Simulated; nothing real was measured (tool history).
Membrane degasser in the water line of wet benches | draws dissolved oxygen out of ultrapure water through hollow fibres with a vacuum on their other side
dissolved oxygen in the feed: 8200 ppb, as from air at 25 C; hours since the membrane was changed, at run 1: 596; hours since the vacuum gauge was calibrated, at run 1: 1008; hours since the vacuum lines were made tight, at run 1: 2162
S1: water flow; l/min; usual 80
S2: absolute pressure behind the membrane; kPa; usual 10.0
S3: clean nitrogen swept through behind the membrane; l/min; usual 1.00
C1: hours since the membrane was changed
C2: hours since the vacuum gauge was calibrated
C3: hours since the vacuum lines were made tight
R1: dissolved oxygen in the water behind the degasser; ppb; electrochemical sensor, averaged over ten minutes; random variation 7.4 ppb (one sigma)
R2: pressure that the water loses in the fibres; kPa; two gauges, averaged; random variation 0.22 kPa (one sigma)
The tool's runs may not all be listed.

| run | hour | S1 | S2 | S3 | C1 | C2 | C3 | R1 | R2 |
|---|---|---|---|---|---|---|---|---|---|
| 1 | 0.0 | 80 | 10.0 | 1.00 | 596 | 1008 | 2162 | 853.2 | 55.13 |
| 2 | 170.9 | 80 | 10.0 | 1.00 | 767 | 1179 | 2333 | 841.5 | 54.96 |
| 3 | 272.9 | 80 | 10.0 | 1.00 | 869 | 1281 | 2435 | 838.5 | 55.11 |
| 4 | 439.4 | 80 | 10.0 | 1.07 | 1036 | 1447 | 2602 | 813.5 | 55.02 |
| 5 | 637.2 | 80 | 6.0 | 1.07 | 1234 | 1645 | 2800 | 348.6 | 54.01 |
| 6 | 731.2 | 75 | 10.0 | 1.00 | 1328 | 1739 | 2894 | 797.5 | 50.77 |
| 7 | 927.8 | 75 | 10.0 | 1.00 | 1524 | 1936 | 3090 | 809.3 | 51.69 |
|  | 1047.4 | seals of the vacuum lines changed |
| 8 | 1060.5 | 80 | 6.0 | 1.00 | 1655 | 2066 | 13 | 362.9 | 54.82 |
| 9 | 1177.2 | 80 | 6.0 | 1.00 | 1772 | 2183 | 130 | 371.3 | 54.91 |
| 10 | 1382.5 | 121 | 6.0 | 1.00 | 1977 | 2388 | 335 | 491.5 | 82.93 |
| 11 | 1492.2 | 80 | 10.0 | 0.86 | 2087 | 2498 | 445 | 942.4 | 54.91 |
| 12 | 1647.8 | 66 | 10.0 | 1.00 | 2242 | 2654 | 600 | 735.0 | 45.06 |
| 13 | 1815.7 | 54 | 10.0 | 0.87 | 2410 | 2821 | 768 | 702.3 | 37.06 |
| 14 | 1990.0 | 125 | 11.4 | 1.46 | 2584 | 2996 | 943 | 1080.8 | 85.52 |
| 15 | 2153.0 | 48 | 7.2 | 1.46 | 2747 | 3159 | 1106 | 268.9 | 32.84 |
| 16 | 2316.1 | 113 | 19.0 | 1.46 | 2911 | 3322 | 1269 | 1793.1 | 77.71 |
| 17 | 2466.5 | 113 | 19.0 | 1.46 | 3061 | 3472 | 1419 | 1749.1 | 77.82 |
| 18 | 2662.7 | 80 | 23.2 | 1.96 | 3257 | 3668 | 1615 | 1388.1 | 55.24 |
| 19 | 2829.3 | 67 | 7.9 | 1.77 | 3424 | 3835 | 1782 | 353.6 | 45.76 |
| 20 | 2961.5 | 59 | 17.3 | 2.02 | 3556 | 3967 | 1914 | 816.2 | 40.40 |
| 21 | 3178.0 | 59 | 17.3 | 2.02 | 3772 | 4184 | 2131 | 795.9 | 40.22 |
| 22 | 3398.3 | 53 | 17.3 | 1.39 | 3993 | 4404 | 2351 | 993.1 | 36.37 |
| 23 | 3506.2 | 81 | 9.4 | 1.00 | 4101 | 4512 | 2459 | 781.4 | 55.37 |
| 24 | 3617.9 | 69 | 9.4 | 0.44 | 4212 | 4624 | 2571 | 1122.2 | 47.49 |

How the hidden state differs across the entries between the runs, from the last listed run before each to the first after it:
Between runs 7 and 8: seals of the vacuum lines changed (hour 1047.4)
  air that leaks in behind the membrane, l/min: 0.0025 -> 0.002

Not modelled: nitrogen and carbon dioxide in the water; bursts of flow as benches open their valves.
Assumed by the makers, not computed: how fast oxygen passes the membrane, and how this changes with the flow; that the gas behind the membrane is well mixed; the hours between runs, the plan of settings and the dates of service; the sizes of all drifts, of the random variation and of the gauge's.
